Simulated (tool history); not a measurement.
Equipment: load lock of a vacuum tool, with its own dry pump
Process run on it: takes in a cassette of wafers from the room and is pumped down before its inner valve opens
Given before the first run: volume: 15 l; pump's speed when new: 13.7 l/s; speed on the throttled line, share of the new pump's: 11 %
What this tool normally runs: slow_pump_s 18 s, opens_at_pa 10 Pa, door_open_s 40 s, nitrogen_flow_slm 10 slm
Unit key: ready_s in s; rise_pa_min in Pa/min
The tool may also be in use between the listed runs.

run      day  slow_pump_s  opens_at_pa  door_open_s  nitrogen_flow_slm  incoming humidity of the room's air, %  ready_s  rise_pa_min
  1        0           18           10           40                 10                                    47.2    26.33        0.105
  2    2.158           18           10           40                 10                                      45    26.47        0.107
  3    6.208           18           10           40                 10                                    41.2    26.44        0.111
  4    8.788           18           10           59                 10                                    45.7    26.55        0.124
  5   12.504           18           14           40                 10                                    44.9    26.01        0.118
  6   16.121           18           14           40                 10                                    48.2    26.05        0.111
  7   19.421           18           14           40                 10                                    48.1    26.18        0.119
  8   22.204           18           14           40                 16                                    43.6    26.11        0.115
  9   24.783           18           14           40                 16                                    44.7    26.07        0.115
 10   28.746           18           15           40                 16                                    46.7    26.22        0.119
 11   32.721           18           15           40                 16                                    45.5    26.18        0.124
 12   37.521           18           15           40                 16                                    47.6    25.99         0.13
 13   41.796           18           15           40                 16                                    42.9    26.14        0.123
 14   45.267           18           10           40                  7                                      44    26.61        0.141
 15   49.967           18           10           40                  7                                    44.3    26.47        0.139
 16   54.025           18           10           40                 10                                    45.8     26.5        0.139
 17   57.133           18           19           40                 10                                    46.1    25.79        0.143
 18   60.267           18           19           40                 10                                    43.7    25.88        0.135
 19   62.492           18           19           40                 10                                    39.5     25.8        0.144
 20   67.554           18           19           40                 10                                    44.7    25.91        0.145
 21   70.288           18           11           81                 12                                    43.2    26.54        0.173
 22   72.571           11           11          198                  5                                      46    20.44        0.269
 23   77.329           11           11          198                  5                                    45.1     20.2        0.268
 24   80.246           15           10           51                 13                                    46.3    23.95        0.168
 25   85.075           18            9           64                 12                                    44.1     26.7        0.172
 26   88.475           18            9           64                 12                                    46.6    26.86        0.184
 27    93.55           11           11           96                 39                                    49.1    20.33        0.184
 28   96.333           11           11           96                 39                                      47    20.46        0.185
 29   99.696           18           10           80                  6                                    43.6    26.63        0.209
 30  102.425           31           10           53                  6                                    41.6    38.26        0.186
 31  106.729           11           10           26                 15                                    42.5    20.35        0.164
 32  111.746           11           10           26                 15                                    45.2     20.6        0.167
 33  114.504           11           10           26                 15                                      44    20.43        0.177
 34  118.158           11           14          116                 15                                    46.6     20.1        0.237
 35  122.192           11           12          116                 15                                    44.2    20.37        0.234
 36    125.8           18           16           68                 10                                    46.2    26.25        0.218

Below, each run's measurement less what the same run would have read without the hidden state. Both values contain the same run-to-run variation, but the gauge's scatter may not be the same in both:
The hidden state here: pump's speed, % of a new pump's; leak at the door's seal, Pa l/s; drift of the gauge itself on ready_s, %; drift of the gauge itself on rise_pa_min, %.
run  ready_s  rise_pa_min
  1    +0.34       +0.055
  2    +0.35       +0.055
  3    +0.35       +0.057
  4    +0.37       +0.059
  5    +0.36       +0.062
  6    +0.36       +0.064
  7    +0.37       +0.066
  8    +0.37        +0.07
  9    +0.38       +0.069
 10    +0.38       +0.073
 11     +0.4       +0.075
 12     +0.4       +0.078
 13    +0.42        +0.08
 14    +0.44       +0.084
 15    +0.45       +0.086
 16    +0.45        +0.09
 17    +0.42       +0.091
 18    +0.43       +0.092
 19    +0.43       +0.093
 20    +0.44       +0.099
 21    +0.48       +0.101
 22    +0.53       +0.104
 23    +0.55       +0.106
 24    +0.53       +0.107
 25    +0.53       +0.112
 26    +0.54       +0.116
 27    +0.58       +0.119
 28    +0.59       +0.124
 29    +0.55       +0.126
 30    +0.46       +0.127
 31    +0.62       +0.131
 32    +0.63       +0.137
 33    +0.63       +0.136
 34    +0.62        +0.14
 35    +0.64       +0.145
 36    +0.57       +0.149
